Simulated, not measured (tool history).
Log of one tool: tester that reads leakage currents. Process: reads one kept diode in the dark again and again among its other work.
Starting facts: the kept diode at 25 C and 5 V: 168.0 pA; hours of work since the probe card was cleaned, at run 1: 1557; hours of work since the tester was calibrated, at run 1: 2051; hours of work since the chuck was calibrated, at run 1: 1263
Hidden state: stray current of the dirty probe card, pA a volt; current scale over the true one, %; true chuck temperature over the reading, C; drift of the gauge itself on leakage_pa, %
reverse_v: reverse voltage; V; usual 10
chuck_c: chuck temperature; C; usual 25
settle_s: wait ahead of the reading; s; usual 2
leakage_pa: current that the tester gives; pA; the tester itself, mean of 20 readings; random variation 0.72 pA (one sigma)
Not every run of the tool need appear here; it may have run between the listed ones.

run    hour  reverse_v  chuck_c  settle_s  hours of work since the probe card was cleaned  hours of work since the tester was calibrated  hours of work since the chuck was calibrated  leakage_pa
  1       0         10       25         2                                            1557                                           2051                                          1263      240.78
       54.3  -- chuck's temperature calibrated
  2    76.5         10       25         2                                            1601                                           2095                                            13      241.67
  3   201.3          3       25         2                                            1675                                           2169                                            87       130.8
  4   300.7          3       25         2                                            1735                                           2228                                           146      130.07
  5   416.6          3       25         2                                            1803                                           2297                                           215      130.45
  6   534.8          3       25         2                                            1874                                           2367                                           285      129.89
  7   611.5          3       25         2                                            1919                                           2413                                           331         130
  8   744.5          3       25         2                                            1998                                           2492                                           410      130.43
  9   909.3          3       25         2                                            2096                                           2590                                           508      130.55
 10  1021.7          3       25         2                                            2163                                           2656                                           575      129.68
 11  1103.1          3       25         2                                            2211                                           2705                                           623      130.57
 12  1222.6          3       25         2                                            2282                                           2776                                           694      129.81
 13  1352.3          3       25         2                                            2359                                           2853                                           771      130.31
 14    1483          3       25         2                                            2437                                           2930                                           849      130.17
 15  1561.1        6.5       25       4.9                                            2483                                           2977                                           895      191.31
     1603.7  -- probe card cleaned and baked
 16  1665.7        6.5       40      2.18                                              37                                           3037                                           955      675.33
 17  1826.7        2.3       29      0.64                                             132                                           3133                                          1051       160.4
 18  1921.4        1.3       27      0.64                                             189                                           3189                                          1107      101.09
 19  1998.7       14.7       28      0.64                                             235                                           3235                                          1153      381.56
 20  2077.6       14.7       28      0.64                                             281                                           3282                                          1200      383.46
 21  2189.8       14.7       28      0.64                                             348                                           3348                                          1267      384.18
     2233.3  -- chuck's temperature calibrated
 22  2296.6         10       29         2                                             410                                           3411                                            38      339.27

Branching from run 22: 5 alternative next runs. What would each branch give?
  A  2364.9        2.8       25      1.32                                             451                                           3451                                            78           ?
  B  2364.9       12.9       29      1.53                                             451                                           3451                                            78           ?
  C  2364.9        1.9       42      0.34                                             451                                           3451                                            78           ?
  D  2364.9       15.6       29      2.98                                             451                                           3451                                            78           ?
  E  2364.9          2       30      6.72                                             451                                           3451                                            78           ?

run  leakage_pa
  A      125.51
  B      388.03
  C      422.58
  D      425.71
  E       162.9
Had the tool no hidden state, the same runs would have come out as:
run  leakage_pa
  A      125.52
  B      388.03
  C      422.59
  D       425.7
  E      162.91

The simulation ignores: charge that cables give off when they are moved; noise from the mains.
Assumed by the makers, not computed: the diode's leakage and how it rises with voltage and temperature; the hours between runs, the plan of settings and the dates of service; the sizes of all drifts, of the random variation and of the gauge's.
